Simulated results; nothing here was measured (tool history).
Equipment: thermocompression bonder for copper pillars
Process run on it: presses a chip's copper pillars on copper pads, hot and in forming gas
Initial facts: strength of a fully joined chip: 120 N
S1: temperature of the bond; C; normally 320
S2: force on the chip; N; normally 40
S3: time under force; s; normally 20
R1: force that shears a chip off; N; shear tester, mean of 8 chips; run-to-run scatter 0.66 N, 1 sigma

{"run": 1, "hour": 0.0, "S1": 320, "S2": 40, "S3": 20, "R1": 37.9}
{"run": 2, "hour": 34.0, "S1": 320, "S2": 40, "S3": 20, "R1": 36.7}
{"run": 3, "hour": 66.7, "S1": 320, "S2": 40, "S3": 20, "R1": 35.6}
{"hour": 109.5, "done": "forming gas filter changed"}
{"run": 4, "hour": 125.5, "S1": 320, "S2": 40, "S3": 20, "R1": 40}
{"run": 5, "hour": 177.8, "S1": 320, "S2": 40, "S3": 20, "R1": 37.8}
{"run": 6, "hour": 233.0, "S1": 320, "S2": 40, "S3": 20, "R1": 37}
{"run": 7, "hour": 272.4, "S1": 320, "S2": 40, "S3": 20, "R1": 36.2}
{"run": 8, "hour": 341.7, "S1": 320, "S2": 30, "S3": 20, "R1": 29.3}
{"run": 9, "hour": 382.0, "S1": 320, "S2": 40, "S3": 36, "R1": 43.2}
{"hour": 392.7, "done": "forming gas filter changed"}
{"run": 10, "hour": 443.6, "S1": 320, "S2": 42, "S3": 20, "R1": 36.6}
{"run": 11, "hour": 495.5, "S1": 320, "S2": 40, "S3": 20, "R1": 37.1}
{"run": 12, "hour": 551.5, "S1": 320, "S2": 40, "S3": 20, "R1": 34.8}
{"hour": 559.6, "done": "heater calibrated with a thermocouple chip"}
{"run": 13, "hour": 605.9, "S1": 320, "S2": 40, "S3": 20, "R1": 30.2}
{"run": 14, "hour": 638.4, "S1": 320, "S2": 40, "S3": 27, "R1": 34.2}
{"hour": 674.8, "done": "forming gas filter changed"}
{"run": 15, "hour": 674.8, "S1": 320, "S2": 40, "S3": 27, "R1": 36.7}
{"run": 16, "hour": 736.9, "S1": 296, "S2": 27, "S3": 33, "R1": 21.4}
{"run": 17, "hour": 804.1, "S1": 320, "S2": 35, "S3": 20, "R1": 29.2}
{"run": 18, "hour": 832.8, "S1": 304, "S2": 43, "S3": 19, "R1": 24.1}
{"run": 19, "hour": 886.6, "S1": 304, "S2": 36, "S3": 19, "R1": 20.7}
{"hour": 919.4, "done": "force cell calibrated"}
{"run": 20, "hour": 936.1, "S1": 319, "S2": 52, "S3": 13, "R1": 26.4}
{"hour": 954.3, "done": "heater calibrated with a thermocouple chip, once more"}
{"hour": 960.2, "done": "forming gas filter changed"}
{"run": 21, "hour": 988.7, "S1": 319, "S2": 52, "S3": 13, "R1": 41}
{"run": 22, "hour": 1041.7, "S1": 319, "S2": 52, "S3": 13, "R1": 39.7}
{"run": 23, "hour": 1076.1, "S1": 319, "S2": 52, "S3": 13, "R1": 38.6}
{"run": 24, "hour": 1140.4, "S1": 320, "S2": 40, "S3": 48, "R1": 54.9}
{"run": 25, "hour": 1178.5, "S1": 320, "S2": 40, "S3": 48, "R1": 53.8}
{"run": 26, "hour": 1210.4, "S1": 320, "S2": 40, "S3": 48, "R1": 50.9}
{"hour": 1243.0, "done": "forming gas filter changed"}
{"run": 27, "hour": 1268.5, "S1": 322, "S2": 39, "S3": 20, "R1": 41.8}

4 ways to go on from here, each from the tool as it stands after run 27. What would each give?
{"run": "A", "hour": 1300.1, "S1": 320, "S2": 28, "S3": 13, "R1": "?"}
{"run": "B", "hour": 1300.1, "S1": 350, "S2": 47, "S3": 11, "R1": "?"}
{"run": "C", "hour": 1300.1, "S1": 344, "S2": 38, "S3": 18, "R1": "?"}
{"run": "D", "hour": 1300.1, "S1": 320, "S2": 40, "S3": 15, "R1": "?"}

run=A R1=28
run=B R1=48.7
run=C R1=51.3
run=D R1=34.5
The same runs, with their run-to-run variation unchanged, on a tool lacking any hidden condition would have given:
run=A R1=29.7
run=B R1=51.2
run=C R1=53.9
run=D R1=36.5
